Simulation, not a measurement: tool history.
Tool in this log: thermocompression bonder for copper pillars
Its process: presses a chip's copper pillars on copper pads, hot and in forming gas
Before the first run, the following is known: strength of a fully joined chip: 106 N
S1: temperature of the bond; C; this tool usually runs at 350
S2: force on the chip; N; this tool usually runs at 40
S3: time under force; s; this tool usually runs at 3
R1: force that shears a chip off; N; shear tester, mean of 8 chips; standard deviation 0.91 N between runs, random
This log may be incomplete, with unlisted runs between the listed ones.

run     day   S1  S2  S3    R1
  1       0  350  40   3    68
  2   0.708  350  40   3  66.7
  3   1.221  350  40   3    67
      2.262  -- forming gas filter changed
  4   2.438  350  40   3  72.7
  5   3.454  350  35   3  68.7
  6   4.204  350  25   3  51.4
  7   4.917  350  40   3  71.6
  8   5.479  350  40   3  72.3
      5.658  -- heater calibrated with a thermocouple chip
  9   6.433  350  40   3  72.5
 10   7.633  367  40   3    74
 11   8.517  350  40   3  69.5
      9.662  -- heater calibrated with a thermocouple chip, once more
 12   9.762  350  40   3  69.5
 13  10.342  350  40   3  68.9
 14  11.496  327  40   3  59.7
 15  12.617  327  40   3    61
 16  13.146  328  29   7  62.3
     14.079  -- forming gas filter changed
 17  14.079  328  29   7  68.3
 18  15.142  377  34   3  75.9
 19  16.133  366  58   3  91.5
 20  17.062  350  41   3  73.3
 21  17.829  377  40   3  79.8
 22  19.017  377  51   7  97.6
 23   19.95  336  41   4  72.6
 24  20.933  336  41   4  71.8
 25  21.762  350  38   3  66.8
 26   22.25  377  40   7    88
 27  22.983  326  40   6  71.8
 28  23.546  326  40   8  77.6

A few steps of R1 between consecutive runs. Split each: what settings, incoming material and random variation would produce without the hidden state, and what is left over for the hidden state, along with gauge scatter present in only one of the two compared results (measured, and without hidden state):
Unlogged tool condition in this case: true temperature of the bond over the reading, C; force that reaches the chip, % of what is set; oxide that the forming gas leaves, % of the face; drift of the gauge itself on shear_n, %.
Run 3 -> 4: forming gas filter changed. R1 +5.7 N: hidden state +6.8, all else -1.1.
Run 16 -> 17: forming gas filter changed. R1 +6 N: hidden state +6.2, all else -0.2.
Run 22 -> 23: S1 377 -> 336, S2 51 -> 41, S3 7 -> 4. R1 -25 N: hidden state -0.3, all else -24.7.
Run 25 -> 26: S1 350 -> 377, S2 38 -> 40, S3 3 -> 7. R1 +21.2 N: hidden state -1.6, all else +22.8.
